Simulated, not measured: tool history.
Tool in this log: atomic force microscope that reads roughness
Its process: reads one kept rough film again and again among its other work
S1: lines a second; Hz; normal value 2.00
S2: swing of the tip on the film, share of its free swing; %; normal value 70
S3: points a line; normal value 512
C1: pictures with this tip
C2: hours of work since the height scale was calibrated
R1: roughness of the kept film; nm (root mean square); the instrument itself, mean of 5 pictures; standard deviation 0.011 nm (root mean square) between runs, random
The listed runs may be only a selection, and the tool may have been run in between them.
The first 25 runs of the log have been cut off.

Run 26, day 33.638: usual settings but S1 2.05 Hz, S3 719; C1 68; C2 179. Result: R1 2.502 nm (root mean square).
Run 27, day 35.071: usual settings but S1 1.68 Hz, S2 69 %, S3 339; C1 123; C2 198. Result: R1 2.357 nm (root mean square).
Run 28, day 36.283: usual settings but S1 3.45 Hz, S2 69 %, S3 770; C1 170; C2 215. Result: R1 2.245 nm (root mean square).
At day 37.162: new tip fitted.
Run 29, day 37.783: usual settings but S1 0.74 Hz, S2 69 %, S3 318; C1 24; C2 236. Result: R1 2.642 nm (root mean square).
Run 30, day 39.096: usual settings but S1 0.74 Hz, S2 69 %, S3 318; C1 74; C2 254. Result: R1 2.503 nm (root mean square).
Run 31, day 40.200: usual settings but S1 2.95 Hz, S2 69 %, S3 273; C1 117; C2 269. Result: R1 2.304 nm (root mean square).
Run 32, day 41.700: usual settings but S1 1.21 Hz, S2 61 %, S3 256; C1 174; C2 290. Result: R1 2.298 nm (root mean square).
At day 42.479: new tip fitted.
Run 33, day 42.529: usual settings but S1 1.68 Hz, S2 61 %, S3 754; C1 2; C2 301. Result: R1 2.697 nm (root mean square).
Run 34, day 43.892: usual settings but S1 1.68 Hz, S2 61 %, S3 754; C1 55; C2 320. Result: R1 2.570 nm (root mean square).
Run 35, day 44.712: usual settings but S1 3.16 Hz, S2 55 %, S3 405; C1 86; C2 331. Result: R1 2.480 nm (root mean square).
Run 36, day 46.338: usual settings but S1 3.16 Hz, S2 55 %, S3 405; C1 149; C2 354. Result: R1 2.324 nm (root mean square).
At day 47.788: new tip fitted.
Run 37, day 47.892: usual settings but S1 3.16 Hz, S2 55 %, S3 405; C1 4; C2 375. Result: R1 2.616 nm (root mean square).
Run 38, day 49.083: usual settings but S1 3.16 Hz, S2 55 %, S3 405; C1 49; C2 391. Result: R1 2.517 nm (root mean square).
Run 39, day 50.054: usual settings but S1 3.16 Hz, S2 55 %, S3 405; C1 87; C2 405. Result: R1 2.452 nm (root mean square).
Run 40, day 51.633: usual settings but S1 1.03 Hz, S2 82 %, S3 1010; C1 147; C2 427. Result: R1 2.297 nm (root mean square).

Consider 4 possible next runs. They are alternatives, not a sequence: every one starts from the tool as it was left by run 40. What does each give?
At day 53.208: new tip fitted.
Run A, day 53.383: usual settings but S1 1.71 Hz, S3 406; C1 7; C2 451. Result: R1 ?.
At day 53.208: new tip fitted.
Run B, day 53.383: usual settings but S1 0.53 Hz, S2 82 %, S3 552; C1 7; C2 451. Result: R1 ?.
At day 53.208: new tip fitted.
Run C, day 53.383: usual settings but S1 1.03 Hz, S2 62 %, S3 957; C1 7; C2 451. Result: R1 ?.
At day 53.208: new tip fitted.
Run D, day 53.383: usual settings but S1 2.11 Hz, S2 87 %, S3 1010; C1 7; C2 451. Result: R1 ?.

run     R1
  A  2.618
  B  2.695
  C  2.714
  D  2.448
With the hidden condition removed and each run's random variation left untouched, the same runs would have given:
run     R1
  A  2.660
  B  2.738
  C  2.758
  D  2.487

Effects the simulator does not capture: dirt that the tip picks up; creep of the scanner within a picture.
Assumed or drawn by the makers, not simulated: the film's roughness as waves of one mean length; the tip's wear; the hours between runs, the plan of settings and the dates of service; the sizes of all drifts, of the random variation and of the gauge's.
